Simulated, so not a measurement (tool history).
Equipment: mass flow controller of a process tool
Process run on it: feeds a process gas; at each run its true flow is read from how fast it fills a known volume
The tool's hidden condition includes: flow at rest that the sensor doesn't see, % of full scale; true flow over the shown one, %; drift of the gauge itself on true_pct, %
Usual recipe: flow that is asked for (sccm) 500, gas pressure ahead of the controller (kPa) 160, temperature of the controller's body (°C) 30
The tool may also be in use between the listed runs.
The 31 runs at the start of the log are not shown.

| run | hour | flow that is asked for (sccm) | gas pressure ahead of the controller (kPa) | temperature of the controller's body (°C) | hours of work since the controller was set to zero | hours of work since the controller was changed | true flow (%) |
|---|---|---|---|---|---|---|---|
| 32 | 4316.5 | 104 | 152 | 30 | 3661 | 3661 | 108.78 |
| 33 | 4443.8 | 500 | 271 | 23 | 3708 | 3708 | 100.17 |
| 34 | 4609.4 | 500 | 270 | 20 | 3770 | 3770 | 99.87 |
| 35 | 4730.1 | 636 | 209 | 22 | 3815 | 3815 | 100.17 |
| 36 | 4908.1 | 499 | 160 | 29 | 3881 | 3881 | 101.28 |
| 37 | 4995.3 | 126 | 165 | 33 | 3914 | 3914 | 107.84 |
| 38 | 5082.4 | 221 | 258 | 30 | 3946 | 3946 | 103.59 |
| 39 | 5233.3 | 474 | 165 | 29 | 4002 | 4002 | 101.41 |
| 40 | 5369.7 | 474 | 165 | 29 | 4053 | 4053 | 101.48 |
| 41 | 5470.1 | 474 | 165 | 29 | 4091 | 4091 | 101.61 |
| 42 | 5643.5 | 330 | 207 | 36 | 4155 | 4155 | 102.80 |
| 43 | 5741.8 | 330 | 207 | 36 | 4192 | 4192 | 102.85 |
| 44 | 5844.5 | 330 | 207 | 31 | 4230 | 4230 | 102.51 |
| 45 | 6041.7 | 171 | 242 | 38 | 4304 | 4304 | 106.12 |
| 46 | 6215.5 | 352 | 216 | 30 | 4369 | 4369 | 102.04 |
| 47 | 6336.9 | 103 | 242 | 32 | 4414 | 4414 | 110.45 |

Consider 5 possible next runs. They are alternatives, not a sequence: every one starts from the tool as it was left by run 47. What does each give?
| A | 6496.1 | 105 | 242 | 32 | 4473 | 4473 | ? |
| B | 6496.1 | 246 | 242 | 32 | 4473 | 4473 | ? |
| C | 6496.1 | 291 | 154 | 23 | 4473 | 4473 | ? |
| D | 6496.1 | 500 | 211 | 30 | 4473 | 4473 | ? |
| E | 6496.1 | 439 | 145 | 30 | 4473 | 4473 | ? |

| run | true flow (%) |
|---|---|
| A | 110.38 |
| B | 103.69 |
| C | 102.54 |
| D | 101.40 |
| E | 101.89 |
With the hidden condition removed and each run's random variation left untouched, the same runs would have given:
| run | true flow (%) |
|---|---|
| A | 99.45 |
| B | 99.57 |
| C | 99.21 |
| D | 99.86 |
| E | 100.00 |
